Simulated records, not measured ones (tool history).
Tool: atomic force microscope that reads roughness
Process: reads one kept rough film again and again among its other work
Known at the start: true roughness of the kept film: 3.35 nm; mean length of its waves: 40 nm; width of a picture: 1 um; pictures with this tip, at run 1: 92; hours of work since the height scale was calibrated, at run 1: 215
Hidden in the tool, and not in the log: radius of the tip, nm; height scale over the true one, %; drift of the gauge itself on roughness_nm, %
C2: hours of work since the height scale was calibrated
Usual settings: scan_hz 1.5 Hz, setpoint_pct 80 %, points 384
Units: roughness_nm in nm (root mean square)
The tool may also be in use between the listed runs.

Run 1, hour 0: usual settings; pictures with this tip 92; C2 215. Result: roughness_nm 2.831 nm (root mean square).
Run 2, hour 20: usual settings; pictures with this tip 144; C2 231. Result: roughness_nm 2.812 nm (root mean square).
At hour 33.5: new tip fitted.
Run 3, hour 43: usual settings; pictures with this tip 25; C2 249. Result: roughness_nm 2.819 nm (root mean square).
Run 4, hour 65.1: usual settings; pictures with this tip 83; C2 267. Result: roughness_nm 2.799 nm (root mean square).
Run 5, hour 81.7: usual settings; pictures with this tip 127; C2 280. Result: roughness_nm 2.819 nm (root mean square).
Run 6, hour 91.4: usual settings; pictures with this tip 153; C2 288. Result: roughness_nm 2.811 nm (root mean square).
At hour 102.4: new tip fitted.
Run 7, hour 113.9: usual settings; pictures with this tip 31; C2 305. Result: roughness_nm 2.846 nm (root mean square).
Run 8, hour 127.5: usual settings; pictures with this tip 66; C2 316. Result: roughness_nm 2.819 nm (root mean square).
Run 9, hour 136.7: usual settings; pictures with this tip 91; C2 324. Result: roughness_nm 2.816 nm (root mean square).
Run 10, hour 159.2: usual settings; pictures with this tip 150; C2 341. Result: roughness_nm 2.796 nm (root mean square).
At hour 170.5: new tip fitted.
Run 11, hour 175.9: usual settings; pictures with this tip 14; C2 354. Result: roughness_nm 2.806 nm (root mean square).
Run 12, hour 187.5: usual settings but scan_hz 0.74 Hz; pictures with this tip 45; C2 364. Result: roughness_nm 2.991 nm (root mean square).
Run 13, hour 200.5: usual settings but scan_hz 0.74 Hz; pictures with this tip 79; C2 374. Result: roughness_nm 2.994 nm (root mean square).
Run 14, hour 214.8: usual settings but scan_hz 0.74 Hz; pictures with this tip 117; C2 385. Result: roughness_nm 2.996 nm (root mean square).
Run 15, hour 224.2: usual settings but scan_hz 0.74 Hz; pictures with this tip 142; C2 393. Result: roughness_nm 3.013 nm (root mean square).
Run 16, hour 235.8: usual settings but points 621; pictures with this tip 172; C2 402. Result: roughness_nm 2.837 nm (root mean square).
At hour 238.3: new tip fitted.
Run 17, hour 256.1: usual settings but points 529; pictures with this tip 47; C2 418. Result: roughness_nm 2.799 nm (root mean square).
Run 18, hour 274.8: usual settings but setpoint_pct 79 %; pictures with this tip 96; C2 433. Result: roughness_nm 2.838 nm (root mean square).
Run 19, hour 293.7: usual settings but scan_hz 2.9 Hz, setpoint_pct 75 %, points 743; pictures with this tip 146; C2 448. Result: roughness_nm 2.648 nm (root mean square).
At hour 306.4: new tip fitted.
Run 20, hour 316.1: usual settings but scan_hz 0.53 Hz, setpoint_pct 89 %, points 679; pictures with this tip 26; C2 465. Result: roughness_nm 2.981 nm (root mean square).
Run 21, hour 328.7: usual settings but scan_hz 2.27 Hz, setpoint_pct 60 %, points 397; pictures with this tip 59; C2 475. Result: roughness_nm 3 nm (root mean square).
Run 22, hour 347.6: usual settings but scan_hz 2.27 Hz, setpoint_pct 60 %, points 397; pictures with this tip 109; C2 490. Result: roughness_nm 3.004 nm (root mean square).
Run 23, hour 364.9: usual settings but scan_hz 3.74 Hz, setpoint_pct 89 %, points 660; pictures with this tip 154; C2 504. Result: roughness_nm 2.125 nm (root mean square).
At hour 374: new tip fitted.
Run 24, hour 378.2: usual settings but scan_hz 3.74 Hz, setpoint_pct 89 %, points 660; pictures with this tip 11; C2 514. Result: roughness_nm 2.111 nm (root mean square).
Run 25, hour 398.9: usual settings but scan_hz 3.74 Hz, setpoint_pct 89 %, points 660; pictures with this tip 65; C2 531. Result: roughness_nm 2.103 nm (root mean square).
Run 26, hour 409.4: usual settings but scan_hz 1.88 Hz, points 576; pictures with this tip 93; C2 539. Result: roughness_nm 2.727 nm (root mean square).
Run 27, hour 425.3: usual settings but scan_hz 3.29 Hz, setpoint_pct 82 %, points 576; pictures with this tip 135; C2 552. Result: roughness_nm 2.408 nm (root mean square).
Run 28, hour 434.7: usual settings but scan_hz 3.29 Hz, setpoint_pct 82 %, points 576; pictures with this tip 160; C2 559. Result: roughness_nm 2.412 nm (root mean square).
At hour 441.7: new tip fitted.
Run 29, hour 457.7: usual settings but scan_hz 0.94 Hz, setpoint_pct 78 %, points 359; pictures with this tip 42; C2 577. Result: roughness_nm 2.975 nm (root mean square).
Run 30, hour 472.2: usual settings but scan_hz 0.94 Hz, setpoint_pct 78 %, points 359; pictures with this tip 80; C2 589. Result: roughness_nm 2.947 nm (root mean square).
Run 31, hour 494.4: usual settings but scan_hz 0.73 Hz, setpoint_pct 69 %, points 826; pictures with this tip 138; C2 607. Result: roughness_nm 3.114 nm (root mean square).
Run 32, hour 508.2: usual settings but scan_hz 1.15 Hz, setpoint_pct 62 %; pictures with this tip 175; C2 618. Result: roughness_nm 3.074 nm (root mean square).

4 ways to go on from here, each from the tool as it stands after run 32. What would each give?
At hour 509.9: new tip fitted.
Run A, hour 520.3: usual settings but scan_hz 1.15 Hz, setpoint_pct 82 %; pictures with this tip 27; C2 627. Result: roughness_nm ?.
At hour 509.9: new tip fitted.
Run B, hour 520.3: usual settings but scan_hz 0.69 Hz, setpoint_pct 60 %, points 434; pictures with this tip 27; C2 627. Result: roughness_nm ?.
At hour 509.9: new tip fitted.
Run C, hour 520.3: usual settings but scan_hz 1.15 Hz, setpoint_pct 66 %, points 998; pictures with this tip 27; C2 627. Result: roughness_nm ?.
At hour 509.9: new tip fitted.
Run D, hour 520.3: usual settings but scan_hz 3.69 Hz, points 981; pictures with this tip 27; C2 627. Result: roughness_nm ?.

run  roughness_nm
  A          2.88
  B          3.16
  C          3.08
  D         2.405
Without the tool's hidden state the same runs would have given:
run  roughness_nm
  A         2.881
  B          3.16
  C         3.081
  D         2.405
